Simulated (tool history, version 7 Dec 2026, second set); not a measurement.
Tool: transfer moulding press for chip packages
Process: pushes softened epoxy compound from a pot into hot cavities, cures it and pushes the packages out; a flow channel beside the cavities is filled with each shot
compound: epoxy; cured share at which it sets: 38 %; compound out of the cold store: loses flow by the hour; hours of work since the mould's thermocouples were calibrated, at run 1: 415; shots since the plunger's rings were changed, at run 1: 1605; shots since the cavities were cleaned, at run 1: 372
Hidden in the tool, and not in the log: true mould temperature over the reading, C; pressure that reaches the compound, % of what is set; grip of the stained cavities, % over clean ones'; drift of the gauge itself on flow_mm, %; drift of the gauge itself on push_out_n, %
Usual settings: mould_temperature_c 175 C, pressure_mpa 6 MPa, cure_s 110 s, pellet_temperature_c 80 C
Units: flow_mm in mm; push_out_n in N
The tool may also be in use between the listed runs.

| run | hour | mould_temperature_c | pressure_mpa | cure_s | pellet_temperature_c | hours of work since the mould's thermocouples were calibrated | shots since the plunger's rings were changed | shots since the cavities were cleaned | incoming compound's hours out of the cold store | flow_mm | push_out_n |
|---|---|---|---|---|---|---|---|---|---|---|---|
| 1 | 0 | 175 | 6 | 110 | 80 | 415 | 1605 | 372 | 14.1 | 879 | 271 |
| 2 | 25.1 | 175 | 6 | 110 | 77 | 435 | 1940 | 707 | 21.8 | 845 | 304 |
|  | 37.4 | cavities cleaned with cleaning compound and waxed |
| 3 | 68.2 | 175 | 6 | 110 | 77 | 469 | 2497 | 412 | 30.4 | 813 | 371 |
|  | 103.5 | cavities cleaned with cleaning compound and waxed |
| 4 | 119.4 | 175 | 6 | 110 | 77 | 508 | 3161 | 212 | 25.9 | 816 | 232 |
|  | 141.7 | plunger's sealing rings changed |
| 5 | 162.3 | 175 | 6 | 110 | 77 | 540 | 276 | 752 | 19.1 | 871 | 294 |
|  | 169.2 | cavities cleaned with cleaning compound and waxed |
|  | 188.9 | mould's thermocouples calibrated |
| 6 | 200.1 | 175 | 6 | 110 | 83 | 9 | 734 | 386 | 14.2 | 889 | 266 |
| 7 | 226.9 | 175 | 6 | 110 | 80 | 30 | 1093 | 745 | 30.2 | 818 | 289 |

Forecast run 8:
|  | 234.6 | cavities cleaned with cleaning compound and waxed |
| 8 | 258.9 | 167 | 5.12 | 102 | 78 | 55 | 1500 | 325 | 9.2 | ? | ? |

Run 8 gave flow_mm 862 mm, push_out_n 469 N.
Without the tool's hidden state the same run would have given flow_mm 879 mm, push_out_n 353 N.

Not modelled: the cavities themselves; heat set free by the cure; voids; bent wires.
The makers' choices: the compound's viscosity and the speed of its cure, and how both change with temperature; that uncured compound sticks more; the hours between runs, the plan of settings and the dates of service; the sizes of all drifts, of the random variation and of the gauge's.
